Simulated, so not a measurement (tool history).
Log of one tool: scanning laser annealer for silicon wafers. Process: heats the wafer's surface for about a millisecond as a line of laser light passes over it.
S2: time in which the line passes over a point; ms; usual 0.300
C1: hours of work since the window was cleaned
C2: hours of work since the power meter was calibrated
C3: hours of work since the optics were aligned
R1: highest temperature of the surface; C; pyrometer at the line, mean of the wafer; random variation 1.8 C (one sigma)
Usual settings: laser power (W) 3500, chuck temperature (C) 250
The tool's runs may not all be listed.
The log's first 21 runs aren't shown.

{"run": 22, "hour": 712.2, "laser power (W)": 3528, "S2": 0.3, "chuck temperature (C)": 246, "C1": 292, "C2": 871, "C3": 405, "R1": 954}
{"run": 23, "hour": 747.6, "laser power (W)": 3500, "S2": 0.262, "chuck temperature (C)": 250, "C1": 307, "C2": 886, "C3": 420, "R1": 904}
{"run": 24, "hour": 768.4, "laser power (W)": 3500, "S2": 0.262, "chuck temperature (C)": 250, "C1": 316, "C2": 895, "C3": 429, "R1": 900}
{"run": 25, "hour": 794.9, "laser power (W)": 3500, "S2": 0.262, "chuck temperature (C)": 250, "C1": 327, "C2": 906, "C3": 440, "R1": 899}
{"run": 26, "hour": 834.7, "laser power (W)": 3500, "S2": 0.36, "chuck temperature (C)": 267, "C1": 344, "C2": 923, "C3": 457, "R1": 1046}
{"run": 27, "hour": 868.0, "laser power (W)": 3151, "S2": 0.242, "chuck temperature (C)": 267, "C1": 358, "C2": 937, "C3": 471, "R1": 816}
{"run": 28, "hour": 893.6, "laser power (W)": 3054, "S2": 0.236, "chuck temperature (C)": 250, "C1": 369, "C2": 948, "C3": 482, "R1": 775}
{"run": 29, "hour": 939.1, "laser power (W)": 3500, "S2": 0.293, "chuck temperature (C)": 244, "C1": 389, "C2": 967, "C3": 501, "R1": 939}
{"run": 30, "hour": 972.0, "laser power (W)": 3301, "S2": 0.316, "chuck temperature (C)": 244, "C1": 403, "C2": 981, "C3": 515, "R1": 919}
{"run": 31, "hour": 1021.2, "laser power (W)": 2992, "S2": 0.32, "chuck temperature (C)": 250, "C1": 424, "C2": 1002, "C3": 536, "R1": 859}
{"run": 32, "hour": 1064.1, "laser power (W)": 2992, "S2": 0.229, "chuck temperature (C)": 231, "C1": 442, "C2": 1021, "C3": 555, "R1": 733}
{"run": 33, "hour": 1105.7, "laser power (W)": 2992, "S2": 0.229, "chuck temperature (C)": 231, "C1": 460, "C2": 1038, "C3": 572, "R1": 731}
{"run": 34, "hour": 1138.1, "laser power (W)": 2992, "S2": 0.229, "chuck temperature (C)": 231, "C1": 473, "C2": 1052, "C3": 586, "R1": 732}
{"run": 35, "hour": 1163.9, "laser power (W)": 2992, "S2": 0.229, "chuck temperature (C)": 231, "C1": 484, "C2": 1063, "C3": 597, "R1": 735}
{"run": 36, "hour": 1204.5, "laser power (W)": 3500, "S2": 0.3, "chuck temperature (C)": 261, "C1": 502, "C2": 1080, "C3": 615, "R1": 964}
{"run": 37, "hour": 1225.9, "laser power (W)": 3296, "S2": 0.3, "chuck temperature (C)": 261, "C1": 511, "C2": 1090, "C3": 624, "R1": 919}
{"hour": 1247.7, "done": "window over the wafer cleaned"}
{"run": 38, "hour": 1271.1, "laser power (W)": 3296, "S2": 0.3, "chuck temperature (C)": 261, "C1": 10, "C2": 1108, "C3": 642, "R1": 913}
{"run": 39, "hour": 1316.9, "laser power (W)": 3296, "S2": 0.3, "chuck temperature (C)": 261, "C1": 29, "C2": 1128, "C3": 662, "R1": 918}
{"run": 40, "hour": 1346.4, "laser power (W)": 3672, "S2": 0.377, "chuck temperature (C)": 213, "C1": 42, "C2": 1140, "C3": 674, "R1": 1060}
{"run": 41, "hour": 1377.2, "laser power (W)": 3182, "S2": 0.269, "chuck temperature (C)": 258, "C1": 55, "C2": 1153, "C3": 687, "R1": 848}

Forecast each of these 4 alternatives for the next run:
{"run": "A", "hour": 1402.7, "laser power (W)": 3182, "S2": 0.214, "chuck temperature (C)": 258, "C1": 66, "C2": 1164, "C3": 698, "R1": "?"}
{"run": "B", "hour": 1402.7, "laser power (W)": 3117, "S2": 0.274, "chuck temperature (C)": 250, "C1": 66, "C2": 1164, "C3": 698, "R1": "?"}
{"run": "C", "hour": 1402.7, "laser power (W)": 3739, "S2": 0.233, "chuck temperature (C)": 250, "C1": 66, "C2": 1164, "C3": 698, "R1": "?"}
{"run": "D", "hour": 1402.7, "laser power (W)": 3500, "S2": 0.241, "chuck temperature (C)": 289, "C1": 66, "C2": 1164, "C3": 698, "R1": "?"}

run=A R1=776
run=B R1=831
run=C R1=900
run=D R1=907
Without the tool's hidden state the same runs would have given:
run=A R1=776
run=B R1=831
run=C R1=901
run=D R1=907
